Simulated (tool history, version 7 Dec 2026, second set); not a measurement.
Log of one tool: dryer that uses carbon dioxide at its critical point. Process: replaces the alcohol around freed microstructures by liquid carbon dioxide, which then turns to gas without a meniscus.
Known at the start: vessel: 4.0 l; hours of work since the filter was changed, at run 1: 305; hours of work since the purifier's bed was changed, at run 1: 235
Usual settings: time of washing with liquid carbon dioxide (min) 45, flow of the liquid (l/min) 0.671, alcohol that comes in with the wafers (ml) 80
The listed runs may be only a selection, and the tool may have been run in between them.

run	hour	time of washing with liquid carbon dioxide (min)	flow of the liquid (l/min)	alcohol that comes in with the wafers (ml)	hours of work since the filter was changed	hours of work since the purifier's bed was changed	alcohol left in the vessel before it's heated (ppm by volume)
1	0	45	0.671	80	305	235	74
2	5.6	41	0.671	80	309	239	102
3	14.4	41	0.671	80	315	246	111
4	23.6	41	0.671	80	322	252	105
5	34.1	41	0.671	80	330	260	102
6	42.8	41	0.671	80	337	267	102
7	50.1	45	0.671	80	342	272	81
8	59.6	45	0.671	80	349	279	79
9	68.2	45	0.671	80	356	286	73
10	79.9	36	0.671	111	364	295	275
11	91.3	33	0.484	111	373	303	1267
12	97.2	50	0.76	50	377	308	33
13	104.2	43	0.76	24	383	313	38
14	111.2	45	0.671	33	388	318	51
15	121.2	46	0.452	33	395	326	178

Run 16 comes next. What will it give?
16	133.3	46	0.452	33	404	335	?

Run 16 came out at alcohol left in the vessel before it's heated (ppm by volume) 175.
On a tool with no hidden condition, and with the same random variation, this run would have come out at alcohol left in the vessel before it's heated (ppm by volume) 107.
